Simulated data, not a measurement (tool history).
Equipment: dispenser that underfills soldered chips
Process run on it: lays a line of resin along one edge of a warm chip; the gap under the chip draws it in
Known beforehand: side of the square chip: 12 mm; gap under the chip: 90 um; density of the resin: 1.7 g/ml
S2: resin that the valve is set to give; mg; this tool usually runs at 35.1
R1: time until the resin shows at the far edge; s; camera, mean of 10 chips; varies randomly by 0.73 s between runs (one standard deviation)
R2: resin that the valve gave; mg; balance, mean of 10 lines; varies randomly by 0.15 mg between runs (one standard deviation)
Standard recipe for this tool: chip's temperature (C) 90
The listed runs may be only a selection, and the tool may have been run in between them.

Run 1, hour 0: usual settings. Result: R1 83.6 s, R2 33.05 mg.
At hour 1.1: new syringe of resin.
At hour 10.9: new syringe of resin.
At hour 11.9: dispensing valve cleaned and set on the balance.
Run 2, hour 17.1: usual settings. Result: R1 76.3 s, R2 34.83 mg.
At hour 22: new syringe of resin.
Run 3, hour 25.1: usual settings. Result: R1 72.9 s, R2 35.08 mg.
At hour 32.1: new syringe of resin.
Run 4, hour 34.1: usual settings but S2 41.9 mg. Result: R1 70.7 s, R2 41.44 mg.
At hour 41.6: new syringe of resin.
Run 5, hour 43.8: usual settings. Result: R1 73 s, R2 34.48 mg.
At hour 51.9: new syringe of resin.
Run 6, hour 53.1: usual settings. Result: R1 68.6 s, R2 34.2 mg.
At hour 62.1: new syringe of resin.
Run 7, hour 62.5: usual settings. Result: R1 70.4 s, R2 34.04 mg.
At hour 72.2: new syringe of resin.
Run 8, hour 72.6: usual settings. Result: R1 68.4 s, R2 34.05 mg.
At hour 81.2: new syringe of resin.
Run 9, hour 83.9: usual settings. Result: R1 73.4 s, R2 33.51 mg.
At hour 91.3: new syringe of resin.
Run 10, hour 98.2: usual settings but S2 34.2 mg. Result: R1 82.1 s, R2 32.65 mg.
At hour 100.8: new syringe of resin.
Run 11, hour 106.6: usual settings but S2 41.4 mg. Result: R1 77.2 s, R2 39.15 mg.
At hour 111.2: new syringe of resin.
At hour 112.2: dispensing valve cleaned and set on the balance.
At hour 121.1: new syringe of resin.
Run 12, hour 124.8: usual settings but S2 41.4 mg. Result: R1 73.1 s, R2 40.91 mg.
At hour 130.1: new syringe of resin.
At hour 139.3: new syringe of resin.
Run 13, hour 142.5: usual settings but chip's temperature (C) 86. Result: R1 83.6 s, R2 34.51 mg.
At hour 148.4: new syringe of resin.
At hour 157.4: new syringe of resin.
Run 14, hour 158.4: usual settings but chip's temperature (C) 86. Result: R1 80.3 s, R2 34.1 mg.
Run 15, hour 165.9: usual settings but S2 32 mg. Result: R1 86.5 s, R2 31.2 mg.
At hour 167.7: new syringe of resin.
At hour 178.1: new syringe of resin.
Run 16, hour 179.2: usual settings but S2 32 mg. Result: R1 72.1 s, R2 31.01 mg.
At hour 187.6: new syringe of resin.
At hour 196.6: new syringe of resin.
Run 17, hour 196.6: usual settings but S2 32 mg. Result: R1 70.8 s, R2 30.59 mg.
At hour 206.3: new syringe of resin.
At hour 212.7: dispensing valve cleaned and set on the balance.
Run 18, hour 213.4: usual settings but chip's temperature (C) 76, S2 42.6 mg. Result: R1 115.6 s, R2 42.74 mg.
At hour 216.8: new syringe of resin.
Run 19, hour 225.2: usual settings but chip's temperature (C) 93, S2 38.2 mg. Result: R1 77.2 s, R2 37.83 mg.
At hour 226.6: new syringe of resin.
At hour 236.9: new syringe of resin.
Run 20, hour 239: usual settings but chip's temperature (C) 89, S2 36 mg. Result: R1 75.2 s, R2 35.38 mg.
At hour 246.1: new syringe of resin.
Run 21, hour 251.9: usual settings but chip's temperature (C) 89, S2 36 mg. Result: R1 83.5 s, R2 35.14 mg.
At hour 256: new syringe of resin.
At hour 266.2: new syringe of resin.
Run 22, hour 268.8: usual settings but chip's temperature (C) 89, S2 36 mg. Result: R1 75.6 s, R2 35.04 mg.
At hour 275.7: new syringe of resin.
Run 23, hour 283: usual settings but chip's temperature (C) 89, S2 36 mg. Result: R1 83.4 s, R2 34.74 mg.
At hour 284.6: new syringe of resin.
Run 24, hour 291.1: usual settings but chip's temperature (C) 89, S2 37.2 mg. Result: R1 84.2 s, R2 35.57 mg.
At hour 293.6: new syringe of resin.
Run 25, hour 300.4: usual settings but chip's temperature (C) 102, S2 33.4 mg. Result: R1 61.8 s, R2 31.62 mg.
At hour 303: new syringe of resin.
At hour 312.7: new syringe of resin.
At hour 313.7: dispensing valve cleaned and set on the balance.
Run 26, hour 314.3: usual settings but chip's temperature (C) 102, S2 31.2 mg. Result: R1 52 s, R2 30.95 mg.
At hour 323.8: new syringe of resin.
Run 27, hour 328.7: usual settings but chip's temperature (C) 77, S2 31.2 mg. Result: R1 114.1 s, R2 30.77 mg.
At hour 333.3: new syringe of resin.
Run 28, hour 341.5: usual settings but chip's temperature (C) 80, S2 37.1 mg. Result: R1 110.6 s, R2 36.4 mg.
At hour 343.1: new syringe of resin.
Run 29, hour 349.8: usual settings but chip's temperature (C) 80, S2 37.1 mg. Result: R1 107 s, R2 36.39 mg.
At hour 352.2: new syringe of resin.
At hour 361.5: new syringe of resin.
Run 30, hour 366.1: usual settings but chip's temperature (C) 83, S2 35 mg. Result: R1 91.3 s, R2 33.96 mg.
At hour 371.6: new syringe of resin.
Run 31, hour 374.9: usual settings but chip's temperature (C) 83, S2 44.2 mg. Result: R1 91.4 s, R2 42.57 mg.
At hour 380.6: new syringe of resin.
Run 32, hour 383.3: usual settings but chip's temperature (C) 92, S2 31.3 mg. Result: R1 71.8 s, R2 30.18 mg.
At hour 390.2: new syringe of resin.
Run 33, hour 394.8: usual settings but chip's temperature (C) 100. Result: R1 59.5 s, R2 33.45 mg.

What if the next run were any one of these 3? Each begins from the tool's condition after run 33:
At hour 400: new syringe of resin.
Run A, hour 404.4: usual settings but chip's temperature (C) 97, S2 36.5 mg. Result: R1 ?, R2 ?.
At hour 400: new syringe of resin.
Run B, hour 404.4: usual settings but S2 34.7 mg. Result: R1 ?, R2 ?.
At hour 400: new syringe of resin.
Run C, hour 404.4: usual settings but chip's temperature (C) 86, S2 32.3 mg. Result: R1 ?, R2 ?.

run    R1     R2
  A  65.2  34.33
  B  79.5  33.16
  C    91  30.27
Take away the tool's hidden state, keep each run's random variation, and the runs would have read:
run    R1     R2
  A  55.1  36.26
  B  67.1  35.02
  C  76.4  31.97
